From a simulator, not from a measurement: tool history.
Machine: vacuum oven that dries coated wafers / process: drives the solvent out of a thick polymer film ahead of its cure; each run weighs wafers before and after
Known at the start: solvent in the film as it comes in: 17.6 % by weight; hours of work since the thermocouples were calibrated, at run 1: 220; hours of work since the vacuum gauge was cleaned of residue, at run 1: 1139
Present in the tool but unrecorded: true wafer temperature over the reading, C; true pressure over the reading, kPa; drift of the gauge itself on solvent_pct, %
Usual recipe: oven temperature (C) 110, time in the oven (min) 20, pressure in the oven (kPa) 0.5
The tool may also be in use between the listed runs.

run	hour	oven temperature (C)	time in the oven (min)	pressure in the oven (kPa)	hours of work since the thermocouples were calibrated	hours of work since the vacuum gauge was cleaned of residue	solvent left in the film (%)
1	0	110	20	0.5	220	1139	1.07
2	42.1	110	20	0.5	237	1157	1.04
3	98.8	110	20	0.5	261	1180	1.05
4	135.9	110	20	0.5	276	1195	1.12
5	193.9	110	20	0.5	300	1220	1.15
6	257.5	110	20	0.5	327	1246	1.18
7	324.2	110	20	0.5	354	1274	1.07
8	383.6	110	20	0.5	379	1298	1.22
# hour 392.5: oven's thermocouples calibrated
9	457.7	110	20	0.718	27	1328	1.3
10	517.6	101	24	1.844	52	1353	3.12
11	552.4	110	10	1.903	66	1368	4.12

Predict the results of run 12:
12	608.8	103	15	0.5	90	1391	?

solvent left in the film (%): 3.61
Without the tool's hidden state the same run would have given solvent left in the film (%) 3.03.

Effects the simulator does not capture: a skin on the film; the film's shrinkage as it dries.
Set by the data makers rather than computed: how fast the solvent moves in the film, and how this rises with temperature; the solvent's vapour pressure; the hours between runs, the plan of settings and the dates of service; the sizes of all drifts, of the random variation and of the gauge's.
